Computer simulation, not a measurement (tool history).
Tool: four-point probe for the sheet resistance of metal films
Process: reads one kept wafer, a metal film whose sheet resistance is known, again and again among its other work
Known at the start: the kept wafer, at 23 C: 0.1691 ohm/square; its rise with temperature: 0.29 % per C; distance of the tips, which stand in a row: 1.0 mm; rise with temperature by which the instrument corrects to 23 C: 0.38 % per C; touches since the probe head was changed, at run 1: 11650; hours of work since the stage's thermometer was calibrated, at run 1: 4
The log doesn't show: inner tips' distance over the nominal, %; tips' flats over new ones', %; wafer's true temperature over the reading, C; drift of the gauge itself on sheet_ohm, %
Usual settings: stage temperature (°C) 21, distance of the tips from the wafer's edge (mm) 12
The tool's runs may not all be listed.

run	hour	stage temperature (°C)	distance of the tips from the wafer's edge (mm)	touches since the probe head was changed	hours of work since the stage's thermometer was calibrated	sheet resistance as the instrument gives it (ohm/square)
1	0.0	21	12	11650	4	0.171601
2	77.9	21	12	14916	52	0.171648
3	157.2	21	14	18245	101	0.171631
4	233.8	21	14	21458	148	0.171793
5	288.2	21	12	23740	182	0.171985
6	335.5	21	12	25723	211	0.172064
7	424.9	21	12	29470	266	0.172149
8	493.6	21	12	32352	308	0.172246
9	537.7	21	12	34201	335	0.172374
10	613.8	21	12	37394	382	0.172442
11	673.4	21	4	39894	419	0.177531
12	771.8	21	4	44020	480	0.177715
13	844.2	21	12	47058	524	0.172786
14	890.7	21	10	49007	553	0.173133
15	962.0	21	10	51997	597	0.173230
16	1049.6	21	10	55673	651	0.173410
17	1100.7	18	12	57816	682	0.173660
18	1142.0	18	12	59549	708	0.173707
# hour 1214.1: new probe head fitted
19	1235.8	18	12	906	765	0.170040
20	1335.4	33	12	5087	826	0.167990
21	1400.9	33	10	7833	867	0.168310
22	1494.2	25	10	11747	924	0.169617
23	1578.1	31	32	15265	976	0.168054
24	1632.6	26	7	17549	1009	0.170614
25	1676.3	32	8	19383	1036	0.169371
26	1724.7	32	8	21412	1066	0.169397
# hour 1729.7: stage's thermometer calibrated
27	1778.2	19	9	23638	30	0.170989
28	1857.0	19	9	26943	78	0.171244
29	1942.9	19	9	30542	131	0.171282
30	2024.9	21	20	33984	182	0.170209
31	2069.7	21	37	35861	209	0.170113
# hour 2157.0: stage's thermometer calibrated, once more
32	2166.8	21	37	39914	6	0.170644
33	2221.0	35	15	42185	39	0.169011
34	2320.2	35	11	46347	101	0.169542
35	2367.5	23	27	48333	130	0.170800
36	2466.7	26	41	52493	191	0.170371
37	2545.7	30	40	55804	239	0.169843
38	2586.7	30	40	57526	265	0.169923
39	2663.5	21	3	60745	312	0.180995
# hour 2707.8: new probe head fitted
40	2713.7	21	3	250	342	0.180263
41	2777.7	21	3	2932	382	0.180324
42	2874.6	18	29	6999	442	0.171414
43	2960.6	23	8	10606	494	0.172068
44	3043.6	20	4	14086	546	0.176766

Some steps in sheet resistance as the instrument gives it (ohm/square) between neighbouring runs. How much of each would the tool show without its hidden state too (settings, what came in, random variation), and how much is left for the hidden state, with any gauge scatter that isn't in both results?
Run 10 -> 11: distance of the tips from the wafer's edge (mm) 12 -> 4. sheet resistance as the instrument gives it (ohm/square) +0.005089: hidden state +0.000160, all else +0.004929.
Run 18 -> 19: new probe head fitted. sheet resistance as the instrument gives it (ohm/square) -0.003667: hidden state -0.003669, all else +0.000002.
Run 31 -> 32: stage's thermometer calibrated, once more. sheet resistance as the instrument gives it (ohm/square) +0.000531: hidden state +0.000536, all else -0.000005.
Run 38 -> 39: stage temperature (°C) 30 -> 21, distance of the tips from the wafer's edge (mm) 40 -> 3. sheet resistance as the instrument gives it (ohm/square) +0.011072: hidden state +0.000218, all else +0.010854.
Run 39 -> 40: new probe head fitted. sheet resistance as the instrument gives it (ohm/square) -0.000732: hidden state -0.000723, all else -0.000009.
Run 41 -> 42: stage temperature (°C) 21 -> 18, distance of the tips from the wafer's edge (mm) 3 -> 29. sheet resistance as the instrument gives it (ohm/square) -0.008910: hidden state +0.000067, all else -0.008977.
